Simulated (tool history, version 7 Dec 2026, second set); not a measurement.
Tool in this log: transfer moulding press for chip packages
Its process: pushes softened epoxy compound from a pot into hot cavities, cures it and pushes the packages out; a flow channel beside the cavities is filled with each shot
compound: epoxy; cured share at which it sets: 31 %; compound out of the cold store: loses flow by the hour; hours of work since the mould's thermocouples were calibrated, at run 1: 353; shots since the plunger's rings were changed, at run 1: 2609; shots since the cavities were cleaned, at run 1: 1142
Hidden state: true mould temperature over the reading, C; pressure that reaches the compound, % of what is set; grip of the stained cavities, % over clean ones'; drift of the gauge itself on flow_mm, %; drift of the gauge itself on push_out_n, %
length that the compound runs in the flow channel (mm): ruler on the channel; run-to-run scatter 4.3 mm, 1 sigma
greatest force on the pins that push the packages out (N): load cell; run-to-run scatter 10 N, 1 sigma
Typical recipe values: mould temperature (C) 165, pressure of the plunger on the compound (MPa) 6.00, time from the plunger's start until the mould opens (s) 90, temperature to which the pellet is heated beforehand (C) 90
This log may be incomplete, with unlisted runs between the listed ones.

run,hour,mould temperature (C),pressure of the plunger on the compound (MPa),time from the plunger's start until the mould opens (s),temperature to which the pellet is heated beforehand (C),hours of work since the mould's thermocouples were calibrated,shots since the plunger's rings were changed,shots since the cavities were cleaned,incoming compound's hours out of the cold store,length that the compound runs in the flow channel (mm),greatest force on the pins that push the packages out (N)
1,0.0,165,6.00,90,90,353,2609,1142,38.9,800,999
# hour 6.3: cavities cleaned with cleaning compound and waxed
2,37.3,165,6.00,90,90,370,2959,303,22.2,844,813
3,89.1,165,6.00,90,90,394,3466,810,39.0,776,943
4,123.4,165,6.00,90,90,410,3800,1144,18.2,838,1029
# hour 129.1: cavities cleaned with cleaning compound and waxed
5,179.0,165,6.00,90,96,436,4329,487,39.1,761,874
6,241.6,165,6.00,90,96,465,4941,1099,47.3,726,959
# hour 252.9: cavities cleaned with cleaning compound and waxed
7,280.8,165,6.00,90,90,483,5310,272,22.6,796,824
# hour 299.6: plunger's sealing rings changed
8,339.1,158,6.00,90,90,509,386,817,43.2,835,1472
# hour 377.7: cavities cleaned with cleaning compound and waxed
9,389.8,158,6.00,90,90,533,867,118,46.9,826,990
10,423.4,158,6.00,90,90,549,1196,447,13.1,929,1511
11,462.3,158,6.00,90,90,567,1576,827,32.8,845,1566
# hour 501.2: cavities cleaned with cleaning compound and waxed
12,523.1,158,6.00,90,90,595,2155,213,15.3,903,1283
13,575.7,165,6.20,90,90,620,2670,728,37.2,810,979
# hour 623.2: cavities cleaned with cleaning compound and waxed
14,630.3,165,6.00,109,81,645,3188,69,35.2,809,478
15,681.5,165,6.00,109,81,669,3689,570,45.1,755,785
16,730.5,164,4.71,98,90,692,4168,1049,8.4,779,1007
# hour 747.6: cavities cleaned with cleaning compound and waxed
17,775.1,164,4.71,98,90,712,4589,268,30.0,705,730
18,807.5,164,4.71,98,90,728,4906,585,23.2,721,904
# hour 868.8: plunger's sealing rings changed
# hour 875.8: cavities cleaned with cleaning compound and waxed
19,876.2,169,6.30,98,95,758,57,3,22.2,908,429
20,929.2,162,5.84,90,86,783,576,522,15.3,913,1238
21,963.3,165,6.00,90,85,799,909,855,36.8,835,1004
# hour 998.3: cavities cleaned with cleaning compound and waxed
# hour 1007.7: mould's thermocouples calibrated
22,1010.0,163,6.96,91,99,1,1331,95,26.8,932,636
23,1045.3,163,6.31,91,94,18,1676,440,34.2,852,934
24,1086.5,164,5.83,90,90,37,2079,843,40.4,793,986

Predict each of these 5 candidate next runs independently; none follows another, all start after run 24:
A,1118.5,160,6.26,90,87,52,2392,1156,47.0,?,?
B,1118.5,164,6.39,90,85,52,2392,1156,23.7,?,?
C,1118.5,164,5.70,84,96,52,2392,1156,35.3,?,?
D,1118.5,168,6.00,90,85,52,2392,1156,9.8,?,?
E,1118.5,166,6.00,109,89,52,2392,1156,22.5,?,?

run,length that the compound runs in the flow channel (mm),greatest force on the pins that push the packages out (N)
A,802,1234
B,889,1025
C,791,1147
D,898,910
E,855,820
Stripped of hidden state, with their random variation kept, the same runs would have yielded:
run,length that the compound runs in the flow channel (mm),greatest force on the pins that push the packages out (N)
A,842,602
B,932,498
C,829,558
D,942,442
E,897,398

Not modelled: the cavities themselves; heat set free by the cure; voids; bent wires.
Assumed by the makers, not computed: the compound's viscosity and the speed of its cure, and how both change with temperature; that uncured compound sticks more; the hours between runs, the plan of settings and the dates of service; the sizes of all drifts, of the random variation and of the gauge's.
